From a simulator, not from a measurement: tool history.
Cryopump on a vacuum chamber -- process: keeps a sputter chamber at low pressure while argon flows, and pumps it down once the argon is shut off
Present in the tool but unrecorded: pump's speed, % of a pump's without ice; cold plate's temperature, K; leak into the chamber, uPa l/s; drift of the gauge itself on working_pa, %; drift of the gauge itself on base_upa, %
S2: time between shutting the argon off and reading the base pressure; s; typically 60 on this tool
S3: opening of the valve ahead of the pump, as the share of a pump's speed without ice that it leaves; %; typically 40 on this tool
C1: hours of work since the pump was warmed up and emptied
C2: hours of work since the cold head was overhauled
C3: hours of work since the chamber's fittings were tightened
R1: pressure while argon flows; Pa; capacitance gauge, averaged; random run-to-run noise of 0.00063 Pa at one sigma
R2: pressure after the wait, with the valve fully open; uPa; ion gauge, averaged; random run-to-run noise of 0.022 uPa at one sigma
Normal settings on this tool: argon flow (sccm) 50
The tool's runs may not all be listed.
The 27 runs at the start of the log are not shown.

{"run": 28, "hour": 1023.5, "argon flow (sccm)": 50, "S2": 140, "S3": 15, "C1": 37, "C2": 987, "C3": 505, "R1": 0.2543, "R2": 0.86}
{"run": 29, "hour": 1076.5, "argon flow (sccm)": 21, "S2": 60, "S3": 44, "C1": 66, "C2": 1016, "C3": 534, "R1": 0.036, "R2": 1.21}
{"run": 30, "hour": 1123.0, "argon flow (sccm)": 58, "S2": 60, "S3": 40, "C1": 92, "C2": 1042, "C3": 560, "R1": 0.1118, "R2": 1.23}
{"run": 31, "hour": 1159.0, "argon flow (sccm)": 58, "S2": 60, "S3": 40, "C1": 112, "C2": 1062, "C3": 579, "R1": 0.1128, "R2": 1.25}
{"run": 32, "hour": 1205.0, "argon flow (sccm)": 40, "S2": 107, "S3": 15, "C1": 137, "C2": 1087, "C3": 605, "R1": 0.2072, "R2": 1.11}
{"run": 33, "hour": 1237.5, "argon flow (sccm)": 40, "S2": 107, "S3": 15, "C1": 155, "C2": 1105, "C3": 623, "R1": 0.2062, "R2": 1.13}
{"run": 34, "hour": 1268.8, "argon flow (sccm)": 50, "S2": 49, "S3": 43, "C1": 172, "C2": 1122, "C3": 640, "R1": 0.0913, "R2": 1.47}
{"run": 35, "hour": 1306.3, "argon flow (sccm)": 51, "S2": 62, "S3": 36, "C1": 193, "C2": 1143, "C3": 661, "R1": 0.1103, "R2": 1.32}

Each row is a separate what-if for the run after 35, all from the same tool condition, not one after another. Results?
{"run": "A", "hour": 1335.0, "argon flow (sccm)": 39, "S2": 64, "S3": 35, "C1": 209, "C2": 1159, "C3": 677, "R1": "?", "R2": "?"}
{"run": "B", "hour": 1335.0, "argon flow (sccm)": 51, "S2": 62, "S3": 53, "C1": 209, "C2": 1159, "C3": 677, "R1": "?", "R2": "?"}
{"run": "C", "hour": 1335.0, "argon flow (sccm)": 36, "S2": 26, "S3": 16, "C1": 209, "C2": 1159, "C3": 677, "R1": "?", "R2": "?"}

run=A R1=0.0875 R2=1.43
run=B R1=0.0784 R2=1.40
run=C R1=0.1739 R2=2.05
What these runs would have given with no unlogged condition in the tool:
run=A R1=0.0836 R2=0.62
run=B R1=0.0733 R2=0.60
run=C R1=0.1703 R2=1.25

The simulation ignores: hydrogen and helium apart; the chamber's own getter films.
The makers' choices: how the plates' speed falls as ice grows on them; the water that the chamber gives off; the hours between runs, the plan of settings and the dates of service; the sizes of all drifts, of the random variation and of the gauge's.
